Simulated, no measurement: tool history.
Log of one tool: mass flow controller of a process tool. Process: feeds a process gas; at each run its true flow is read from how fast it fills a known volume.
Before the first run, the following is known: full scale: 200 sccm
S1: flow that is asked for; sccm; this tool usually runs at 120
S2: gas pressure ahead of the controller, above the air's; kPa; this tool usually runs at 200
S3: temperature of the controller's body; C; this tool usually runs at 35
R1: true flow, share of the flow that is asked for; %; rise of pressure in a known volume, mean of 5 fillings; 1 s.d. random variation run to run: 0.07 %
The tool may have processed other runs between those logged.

run	day	S1	S2	S3	R1
1	0	120	200	35	98.51
2	6.292	120	200	35	98.39
3	13.483	120	200	35	98.52
4	22.325	120	200	35	98.3
5	34.296	120	159	35	98.08
6	44.504	120	159	35	98.07
7	52.05	120	159	35	98.12
8	59.079	49	200	35	97.45
9	64.35	120	200	35	98.13
10	69.292	120	200	35	98.22
11	80.288	120	200	35	98.15
12	90.075	120	200	35	97.94
13	97.962	120	200	20	99.2
14	109.075	120	200	20	99.04
15	116.921	120	200	20	99
16	127.658	120	200	20	98.93
17	133.704	120	200	20	98.95
18	139.4	120	142	35	97.5
19	148.129	120	200	30	98.25
20	153.358	120	200	30	98.15
# day 158.329: controller's zero set anew
21	160.217	120	200	30	98.13
22	168.542	149	200	35	98.07
# day 171.129: gauge calibrated
23	179.721	149	200	35	98.74
24	191.15	87	231	24	98.94
25	201.662	87	231	24	98.92
26	207.688	87	231	24	98.91
27	214.129	87	231	24	98.91
28	220.508	44	230	38	97.44
29	227.929	30	209	31	97.64
30	234.329	120	265	35	98.7
31	241.312	120	265	35	98.69
32	248.388	75	258	31	98.29
33	259.908	75	227	26	98.34
34	267.008	34	271	36	97.47
35	272.671	120	172	23	98.72
36	279.05	65	258	36	97.86
37	288.55	125	246	23	98.96
38	296.604	48	225	35	97.31
39	305.179	48	225	35	97.38
40	316.958	80	274	34	98.1
41	326.992	120	175	34	97.69
42	334.921	131	193	35	97.87
43	341.621	131	184	23	98.59
44	346.925	131	184	23	98.49
45	353.704	131	147	25	98.1
46	360.054	120	202	35	97.8

Hidden state or all else? Some run-to-run changes of R1, split into what the settings, what came in and random variation would give without the hidden state, and what is left for the hidden state (with any gauge scatter that isn't in both results):
Hidden state at play: flow at rest that the sensor doesn't see, % of full scale; true flow over the shown one, %; drift of the gauge itself on true_pct, %.
Run 4 -> 5: S2 200 -> 159. R1 -0.22 %: hidden state -0.05, all else -0.17.
Run 17 -> 18: S2 200 -> 142, S3 20 -> 35. R1 -1.45 %: hidden state -0.01, all else -1.44.
Run 22 -> 23: gauge calibrated. R1 +0.67 %: hidden state +0.65, all else +0.02.
Run 27 -> 28: S1 87 -> 44, S2 231 -> 230, S3 24 -> 38. R1 -1.47 %: hidden state -0.02, all else -1.45.
Run 37 -> 38: S1 125 -> 48, S2 246 -> 225, S3 23 -> 35. R1 -1.65 %: hidden state -0.01, all else -1.64.
Run 39 -> 40: S1 48 -> 80, S2 225 -> 274, S3 35 -> 34. R1 +0.72 %: hidden state -0.06, all else +0.78.

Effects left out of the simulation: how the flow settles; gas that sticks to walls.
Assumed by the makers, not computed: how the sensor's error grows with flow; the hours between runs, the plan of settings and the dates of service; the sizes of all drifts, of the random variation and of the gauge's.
